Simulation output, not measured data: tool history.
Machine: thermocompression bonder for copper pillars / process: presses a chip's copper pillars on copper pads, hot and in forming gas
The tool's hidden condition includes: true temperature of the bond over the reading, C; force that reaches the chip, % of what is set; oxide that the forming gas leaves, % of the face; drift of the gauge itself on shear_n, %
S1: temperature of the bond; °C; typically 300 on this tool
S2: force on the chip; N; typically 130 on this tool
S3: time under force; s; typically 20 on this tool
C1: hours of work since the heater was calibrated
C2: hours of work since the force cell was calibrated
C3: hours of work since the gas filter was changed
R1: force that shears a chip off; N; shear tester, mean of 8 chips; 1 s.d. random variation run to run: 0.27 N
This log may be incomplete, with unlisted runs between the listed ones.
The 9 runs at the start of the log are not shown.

run,hour,S1,S2,S3,C1,C2,C3,R1
10,406.8,300,175,20,768,993,273,57.3
11,465.8,300,175,20,803,1028,308,57.7
12,497.5,300,191,20,822,1047,327,60.2
13,543.2,302,130,20,849,1074,354,46.7
14,583.0,300,130,18,872,1098,377,44.0
# hour 589.3: heater calibrated with a thermocouple chip
15,610.8,300,130,20,13,1113,393,48.1
16,667.0,300,130,20,46,1146,426,48.1
# hour 691.4: forming gas filter changed
17,724.4,300,130,20,80,1180,20,49.4
18,784.3,300,130,20,115,1216,55,49.7
19,842.0,309,91,52,149,1250,89,52.4
20,875.9,281,102,11,170,1270,109,27.0
21,937.1,281,102,11,206,1306,146,27.1
22,985.6,301,130,21,235,1335,174,49.8
23,1035.5,319,130,51,264,1364,204,67.9
24,1087.5,293,134,50,295,1395,235,60.7
25,1137.2,276,172,14,324,1425,264,45.5

Forecast run 26:
26,1163.2,276,172,14,340,1440,280,?

R1: 45.7 N
Without the tool's hidden state the same run would have given R1 45.1 N.
